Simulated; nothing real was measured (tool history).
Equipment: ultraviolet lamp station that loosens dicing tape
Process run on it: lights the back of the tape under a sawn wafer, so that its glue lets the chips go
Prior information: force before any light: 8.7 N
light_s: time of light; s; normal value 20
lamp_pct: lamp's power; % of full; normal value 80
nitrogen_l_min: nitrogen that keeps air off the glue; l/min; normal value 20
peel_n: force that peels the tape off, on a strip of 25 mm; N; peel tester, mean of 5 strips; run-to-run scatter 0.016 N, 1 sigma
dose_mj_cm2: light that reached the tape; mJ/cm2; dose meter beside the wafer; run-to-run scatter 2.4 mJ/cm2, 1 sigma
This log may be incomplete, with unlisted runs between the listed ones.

{"run": 1, "hour": 0.0, "light_s": 20, "lamp_pct": 80, "nitrogen_l_min": 20, "peel_n": 1.155, "dose_mj_cm2": 211}
{"run": 2, "hour": 8.4, "light_s": 20, "lamp_pct": 80, "nitrogen_l_min": 20, "peel_n": 1.181, "dose_mj_cm2": 209}
{"run": 3, "hour": 20.4, "light_s": 20, "lamp_pct": 80, "nitrogen_l_min": 20, "peel_n": 1.229, "dose_mj_cm2": 203}
{"run": 4, "hour": 29.0, "light_s": 20, "lamp_pct": 80, "nitrogen_l_min": 20, "peel_n": 1.277, "dose_mj_cm2": 204}
{"run": 5, "hour": 39.3, "light_s": 20, "lamp_pct": 80, "nitrogen_l_min": 20, "peel_n": 1.232, "dose_mj_cm2": 209}
{"run": 6, "hour": 45.8, "light_s": 20, "lamp_pct": 80, "nitrogen_l_min": 20, "peel_n": 1.24, "dose_mj_cm2": 202}
{"run": 7, "hour": 56.2, "light_s": 20, "lamp_pct": 80, "nitrogen_l_min": 20, "peel_n": 1.238, "dose_mj_cm2": 200}
{"run": 8, "hour": 69.5, "light_s": 21, "lamp_pct": 80, "nitrogen_l_min": 20, "peel_n": 1.17, "dose_mj_cm2": 211}
{"run": 9, "hour": 81.9, "light_s": 21, "lamp_pct": 80, "nitrogen_l_min": 20, "peel_n": 1.199, "dose_mj_cm2": 209}
{"run": 10, "hour": 92.0, "light_s": 20, "lamp_pct": 80, "nitrogen_l_min": 20, "peel_n": 1.314, "dose_mj_cm2": 199}
{"run": 11, "hour": 99.1, "light_s": 20, "lamp_pct": 80, "nitrogen_l_min": 20, "peel_n": 1.311, "dose_mj_cm2": 198}
{"run": 12, "hour": 108.4, "light_s": 19, "lamp_pct": 79, "nitrogen_l_min": 20, "peel_n": 1.44, "dose_mj_cm2": 188}
{"run": 13, "hour": 120.4, "light_s": 23, "lamp_pct": 80, "nitrogen_l_min": 20, "peel_n": 0.979, "dose_mj_cm2": 223}

The next listed run, before its measurement:
{"run": 14, "hour": 129.0, "light_s": 23, "lamp_pct": 80, "nitrogen_l_min": 20, "peel_n": "?", "dose_mj_cm2": "?"}

peel_n: 1.023 N
dose_mj_cm2: 227 mJ/cm2
On a tool with no hidden condition, and with the same random variation, this run would have come out at peel_n 0.556 N, dose_mj_cm2 296 mJ/cm2.

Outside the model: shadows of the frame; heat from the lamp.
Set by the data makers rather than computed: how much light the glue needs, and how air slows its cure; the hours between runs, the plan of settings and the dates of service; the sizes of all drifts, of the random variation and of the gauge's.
